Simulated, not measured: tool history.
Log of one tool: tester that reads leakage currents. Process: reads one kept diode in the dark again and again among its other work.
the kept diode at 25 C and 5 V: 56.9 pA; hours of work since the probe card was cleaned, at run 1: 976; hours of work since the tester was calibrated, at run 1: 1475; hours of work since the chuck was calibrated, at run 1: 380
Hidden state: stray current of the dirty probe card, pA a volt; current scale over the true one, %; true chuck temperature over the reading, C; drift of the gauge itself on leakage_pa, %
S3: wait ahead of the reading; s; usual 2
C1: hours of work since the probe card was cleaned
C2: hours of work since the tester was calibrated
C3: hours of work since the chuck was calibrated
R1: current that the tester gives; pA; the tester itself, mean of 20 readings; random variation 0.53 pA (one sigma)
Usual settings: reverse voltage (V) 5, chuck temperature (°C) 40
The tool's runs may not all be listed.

Run 1, hour 0: usual settings; C1 976; C2 1475; C3 380. Result: R1 175.16 pA.
Run 2, hour 65: usual settings; C1 1025; C2 1524; C3 429. Result: R1 175.34 pA.
Run 3, hour 130.4: usual settings; C1 1074; C2 1573; C3 478. Result: R1 175.23 pA.
Run 4, hour 172.3: usual settings; C1 1106; C2 1605; C3 510. Result: R1 173.95 pA.
Run 5, hour 217.3: usual settings; C1 1140; C2 1638; C3 543. Result: R1 174.48 pA.
Run 6, hour 244.9: usual settings but S3 8.98 s; C1 1160; C2 1659; C3 564. Result: R1 174.4 pA.
Run 7, hour 283.7: usual settings but S3 8.98 s; C1 1190; C2 1688; C3 593. Result: R1 173.99 pA.
At hour 291: probe card cleaned and baked.
Run 8, hour 328.2: usual settings but chuck temperature (°C) 29, S3 8.98 s; C1 28; C2 1720; C3 625. Result: R1 79.91 pA.
Run 9, hour 362.7: usual settings but chuck temperature (°C) 29, S3 8.98 s; C1 54; C2 1746; C3 651. Result: R1 79.73 pA.
Run 10, hour 403.8: usual settings but chuck temperature (°C) 29, S3 8.98 s; C1 85; C2 1777; C3 682. Result: R1 80.17 pA.
At hour 439.5: probe card cleaned and baked, once more.
Run 11, hour 459.5: usual settings but reverse voltage (V) 2.15, chuck temperature (°C) 44, S3 8.98 s; C1 15; C2 1816; C3 721. Result: R1 157.09 pA.
Run 12, hour 510.9: usual settings but reverse voltage (V) 2.15, chuck temperature (°C) 44, S3 8.98 s; C1 54; C2 1855; C3 760. Result: R1 156.85 pA.

Forecast run 13:
Run 13, hour 556.9: usual settings but reverse voltage (V) 2.15, chuck temperature (°C) 44, S3 8.98 s; C1 88; C2 1890; C3 795. Result: R1 ?.

{"run 13": {"R1": 156.4}}
Without the tool's hidden state the same run would have given R1 163.7 pA.
